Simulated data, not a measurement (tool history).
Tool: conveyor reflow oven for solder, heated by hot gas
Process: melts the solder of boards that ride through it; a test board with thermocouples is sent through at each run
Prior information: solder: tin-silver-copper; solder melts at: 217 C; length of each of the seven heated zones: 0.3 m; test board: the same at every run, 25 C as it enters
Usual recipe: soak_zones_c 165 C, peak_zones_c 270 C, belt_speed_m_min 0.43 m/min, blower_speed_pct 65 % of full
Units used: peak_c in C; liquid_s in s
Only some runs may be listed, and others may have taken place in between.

run	hour	soak_zones_c	peak_zones_c	belt_speed_m_min	blower_speed_pct	peak_c	liquid_s
1	0	165	270	0.43	65	256	62.4
2	49.8	165	270	0.408	65	257.5	67
3	83.4	165	270	0.408	65	257.3	67.2
# hour 116.2: thermocouples of zones 6 and 7 changed
4	117.5	165	271	0.43	65	251.8	59.3
5	157.8	165	270	0.43	74	253.8	61
6	194.5	165	270	0.43	65	250.8	57.9
7	215.8	165	270	0.43	65	250.8	57.9
8	241	165	270	0.43	65	250.6	57.9
9	280.8	165	262	0.43	65	243.9	51.3
# hour 287.5: belt drive overhauled, speed set with a stopwatch
# hour 313.8: flux residue cleaned out of gas plates and filters
10	336.7	165	262	0.43	70	247.3	56.1
11	362.9	165	262	0.43	70	247.1	55.8
12	393.6	165	266	0.43	70	250.3	58.9
13	419.8	165	270	0.43	65	252.4	59.8
14	452.3	165	270	0.43	65	252.3	59.8
15	478.2	165	270	0.454	65	250.1	54.5
# hour 499.1: belt drive overhauled, speed set with a stopwatch, once more
16	506.4	165	270	0.454	65	249.8	53.2
17	549.8	165	262	0.468	78	245.2	48.7
18	580.1	162	270	0.43	65	251	56.6
19	606.6	155	270	0.451	60	245.6	46
20	647.9	155	270	0.451	60	245.4	45.9
# hour 688.2: flux residue cleaned out of gas plates and filters
21	689.3	155	273	0.474	89	257.8	55.5
22	735.4	155	273	0.474	89	257.5	55.1
23	786.6	155	273	0.474	89	257.3	54.9
24	832.3	179	273	0.474	52	249.5	54.5
25	860.8	157	281	0.47	58	253.9	52
26	900.9	157	281	0.47	58	254.1	51.6
27	939.7	157	281	0.47	58	253.3	51.5
28	967.7	169	270	0.43	65	253	61.4
29	1006.9	169	274	0.438	76	258.8	65

Each row is a separate what-if for the run after 29, all from the same tool condition, not one after another. Results?
# hour 1057.6: flux residue cleaned out of gas plates and filters
A	1057.6	155	283	0.352	76	?	?
# hour 1057.6: flux residue cleaned out of gas plates and filters
B	1057.6	165	282	0.43	65	?	?
# hour 1057.6: flux residue cleaned out of gas plates and filters
C	1057.6	154	282	0.438	71	?	?
# hour 1057.6: flux residue cleaned out of gas plates and filters
D	1057.6	176	276	0.438	76	?	?
# hour 1057.6: flux residue cleaned out of gas plates and filters
E	1057.6	169	281	0.438	76	?	?

run	peak_c	liquid_s
A	274.4	87.9
B	265	68.5
C	264.5	63.9
D	263.8	70.5
E	267.4	70.3
Without the tool's hidden state the same runs would have given:
run	peak_c	liquid_s
A	272.4	86.1
B	263	66.7
C	262.5	62.1
D	261.8	68.8
E	265.4	68.7
